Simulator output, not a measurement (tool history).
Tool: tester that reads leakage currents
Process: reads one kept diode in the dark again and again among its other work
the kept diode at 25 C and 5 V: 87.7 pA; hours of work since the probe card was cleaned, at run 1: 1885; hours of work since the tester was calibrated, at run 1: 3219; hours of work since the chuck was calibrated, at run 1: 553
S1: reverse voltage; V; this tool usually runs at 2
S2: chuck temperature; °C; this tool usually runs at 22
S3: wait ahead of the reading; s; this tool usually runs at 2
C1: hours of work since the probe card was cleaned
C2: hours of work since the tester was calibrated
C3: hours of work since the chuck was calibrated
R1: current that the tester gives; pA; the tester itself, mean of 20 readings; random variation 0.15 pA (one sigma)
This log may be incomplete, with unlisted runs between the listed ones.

run	hour	S1	S2	S3	C1	C2	C3	R1
1	0	2	22	2	1885	3219	553	45.77
# hour 70.3: probe card cleaned and baked
2	186.4	2	22	2	82	3349	683	45.66
3	356.4	2	22	2	203	3469	804	45.82
4	591.1	2	22	2	370	3636	970	45.79
5	784.8	2	22	2	507	3773	1108	45.7
6	908.4	2	22	2	595	3861	1196	45.62
7	1131.6	2	22	2	753	4019	1354	45.63
# hour 1232.7: chuck's temperature calibrated
8	1257.7	2	22	2	841	4107	18	45.57
9	1444.2	2	24	2	973	4240	150	54.8
10	1575.4	2	24	2	1066	4333	243	54.73
11	1741.7	2	24	2	1184	4451	361	54.65
12	1861	2	24	2	1269	4535	446	54.72
13	1982.4	2	24	2	1355	4621	532	54.55
14	2142	2	24	2	1468	4735	645	55.15
# hour 2162.2: tester calibrated
15	2278.8	2	24	2	1564	83	741	54.6
16	2501	2	24	2	1722	240	898	54.69
17	2740.8	2	24	2	1892	411	1069	54.53
# hour 2813.5: probe card cleaned and baked
18	2915.4	2	22	2	72	532	1190	45.85
19	3081.2	2	22	0.94	190	650	1308	46.21
# hour 3234: chuck's temperature calibrated
20	3319.2	2	22	0.32	357	817	60	47
21	3487.6	2	21	8.28	477	937	180	41.75
22	3697.7	2.21	27	1.76	626	1086	329	74.11
23	3800.3	6.43	22	2	699	1159	402	75.44
24	3987.2	2.16	23	0.45	831	1291	534	52.42
25	4111.4	2.16	21	0.45	919	1379	623	44.29
26	4350.5	5.66	28	2.03	1089	1549	792	121.13
27	4570.7	5.66	28	2.03	1245	1705	948	121.56
28	4766.1	5.66	28	3.56	1384	1844	1087	121.03
29	4927.1	3.15	26	3.46	1498	1958	1201	78.79
30	5131.4	3.15	26	3.46	1643	2103	1346	78.78
# hour 5237.7: chuck's temperature calibrated
31	5285.5	6.67	31	4.75	1751	2211	34	167.73
32	5484.7	6.67	31	4.75	1892	2352	175	166.45
# hour 5551.7: probe card cleaned and baked
33	5718.4	6.67	42	4.71	118	2516	339	410.64
34	5887	6.67	42	4.71	238	2636	459	412.18
35	6037.2	6.67	42	4.71	344	2742	565	408
36	6225	6.67	42	4.71	478	2875	698	409.93
37	6392.8	1.33	22	2	597	2994	817	38.33
38	6595.3	2	22	2.35	740	3138	961	45.57
39	6822.1	6.14	36	0.32	901	3299	1122	249.07

3 options for the next run, each taken on its own from the tool as it stands now. Forecast them:
A	7030.3	1.96	23	0.32	1049	3447	1270	?
B	7030.3	2.98	48	4.42	1049	3447	1270	?
C	7030.3	10.61	36	0.54	1049	3447	1270	?

run	R1
A	51.11
B	464.71
C	313.23
With the hidden condition removed and each run's random variation left untouched, the same runs would have given:
run	R1
A	51.15
B	465.14
C	313.47
